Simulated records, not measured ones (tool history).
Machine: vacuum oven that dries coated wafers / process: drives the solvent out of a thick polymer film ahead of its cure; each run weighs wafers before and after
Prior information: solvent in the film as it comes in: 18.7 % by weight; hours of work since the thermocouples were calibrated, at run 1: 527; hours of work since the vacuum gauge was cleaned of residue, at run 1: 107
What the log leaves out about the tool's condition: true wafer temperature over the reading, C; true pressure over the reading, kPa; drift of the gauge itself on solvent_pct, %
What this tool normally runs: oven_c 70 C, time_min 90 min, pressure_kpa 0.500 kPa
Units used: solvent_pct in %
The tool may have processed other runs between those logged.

run,day,oven_c,time_min,pressure_kpa,hours of work since the thermocouples were calibrated,hours of work since the vacuum gauge was cleaned of residue,solvent_pct
1,0.000,70,90,0.500,527,107,2.14
2,0.738,74,90,0.500,540,119,1.34
3,1.396,70,90,0.500,550,130,2.18
4,2.454,70,90,0.500,568,147,2.10
5,3.304,70,90,0.500,582,161,2.05
6,3.767,70,90,0.500,589,169,2.11
7,4.400,61,90,0.500,600,179,4.61
8,5.300,61,90,0.500,615,194,4.63
9,5.746,61,90,0.500,622,202,4.56
10,6.475,70,49,0.500,634,214,4.90
11,7.029,70,49,0.500,643,223,5.00
12,8.029,70,49,0.500,660,239,5.02
13,8.738,70,49,0.500,671,251,4.94
14,9.275,70,51,0.500,680,260,4.83
15,9.825,81,129,0.595,689,269,0.23
16,10.629,59,67,1.114,702,282,7.15
17,11.238,59,67,1.114,712,292,7.14
18,11.746,85,94,1.058,721,300,0.40
19,12.267,78,139,0.338,729,309,0.28
20,13.067,57,62,1.765,742,322,8.70

Forecast each of these 3 alternatives for the next run:
A,14.146,70,55,0.378,760,340,?
B,14.146,67,115,0.420,760,340,?
C,14.146,64,59,0.559,760,340,?

run,solvent_pct
A,4.41
B,1.80
C,5.98
The same runs, with their run-to-run variation unchanged, on a tool lacking any hidden condition would have given:
run,solvent_pct
A,4.39
B,1.78
C,5.96
